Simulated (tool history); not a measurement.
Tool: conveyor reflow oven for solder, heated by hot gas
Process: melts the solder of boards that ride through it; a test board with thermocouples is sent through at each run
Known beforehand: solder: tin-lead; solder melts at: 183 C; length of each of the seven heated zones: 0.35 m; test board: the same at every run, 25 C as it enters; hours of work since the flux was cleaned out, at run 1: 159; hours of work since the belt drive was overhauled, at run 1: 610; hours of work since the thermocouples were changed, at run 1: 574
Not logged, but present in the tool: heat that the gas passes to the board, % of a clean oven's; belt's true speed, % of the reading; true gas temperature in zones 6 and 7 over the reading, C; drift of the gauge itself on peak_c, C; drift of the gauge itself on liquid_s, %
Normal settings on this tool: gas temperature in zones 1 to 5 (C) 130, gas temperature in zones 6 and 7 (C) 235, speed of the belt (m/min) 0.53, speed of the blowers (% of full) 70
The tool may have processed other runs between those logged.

run	day	gas temperature in zones 1 to 5 (C)	gas temperature in zones 6 and 7 (C)	speed of the belt (m/min)	speed of the blowers (% of full)	hours of work since the flux was cleaned out	hours of work since the belt drive was overhauled	hours of work since the thermocouples were changed	highest temperature of the board (C)	time above the solder's melting point (s)
1	0	130	235	0.53	70	159	610	574	222.3	61.9
2	0.592	130	235	0.512	70	168	619	583	223.4	63.7
3	1.054	130	235	0.512	70	175	627	590	223.7	63.3
4	1.988	130	241	0.53	70	190	641	605	225.9	65.3
5	2.679	130	241	0.53	70	201	652	616	227.4	65
6	3.6	130	241	0.53	70	215	667	631	227.1	63.9
7	4.329	130	241	0.53	70	227	678	642	226.6	65
# day 4.692: flux residue cleaned out of gas plates and filters
8	4.95	130	241	0.53	70	4	685	649	228.1	65.1
9	5.408	130	241	0.53	70	11	692	656	227.4	64.2
10	6.017	130	241	0.53	70	21	702	666	227.1	64.4
11	6.925	130	241	0.53	70	35	716	680	227.8	64
12	7.612	130	241	0.53	70	46	727	691	226.8	65.6
13	8.079	130	241	0.53	70	54	734	698	228.3	65.1
14	8.55	130	241	0.53	70	61	742	706	228.6	64.9
15	9.467	130	229	0.53	70	75	756	720	216.4	58.5
16	10.396	130	244	0.53	70	90	771	735	231.9	66.7
17	11.179	135	246	0.604	63	102	783	747	227.1	56.9
18	11.579	135	246	0.604	63	109	790	753	226	57.8
19	12.308	135	246	0.604	63	120	801	765	226.8	56.3
20	13.154	130	235	0.441	57	134	814	778	225.8	76
21	13.892	130	235	0.441	57	145	826	790	224.4	75.9
22	14.579	137	234	0.53	70	156	837	801	223.1	63.7
23	15.383	137	234	0.53	70	169	850	814	222.1	62.6
24	15.838	130	240	0.592	70	176	857	821	223.8	55.3
25	16.783	130	240	0.592	70	191	872	836	223.2	55.4
26	17.258	137	245	0.465	64	199	879	843	236	80.8
27	17.708	120	240	0.465	64	206	886	850	228.6	70.8
28	18.475	143	245	0.64	83	218	899	862	229.5	58.4
29	19.004	143	245	0.64	83	226	907	871	230.1	58.2
# day 19.429: flux residue cleaned out of gas plates and filters
30	19.883	143	245	0.64	83	7	917	881	229.5	57.3
31	20.292	143	245	0.64	83	14	924	888	230.1	58.6

Predict each of these 3 candidate next runs independently; none follows another, all start after run 31:
A	20.754	130	235	0.53	80	21	931	895	?	?
B	20.754	124	245	0.64	69	21	931	895	?	?
C	20.754	129	235	0.467	90	21	931	895	?	?

run	highest temperature of the board (C)	time above the solder's melting point (s)
A	223.9	63.3
B	223.2	48.1
C	227.8	75.7
What these runs would have given with no unlogged condition in the tool:
run	highest temperature of the board (C)	time above the solder's melting point (s)
A	223.7	63.1
B	223	48
C	227.6	75.6

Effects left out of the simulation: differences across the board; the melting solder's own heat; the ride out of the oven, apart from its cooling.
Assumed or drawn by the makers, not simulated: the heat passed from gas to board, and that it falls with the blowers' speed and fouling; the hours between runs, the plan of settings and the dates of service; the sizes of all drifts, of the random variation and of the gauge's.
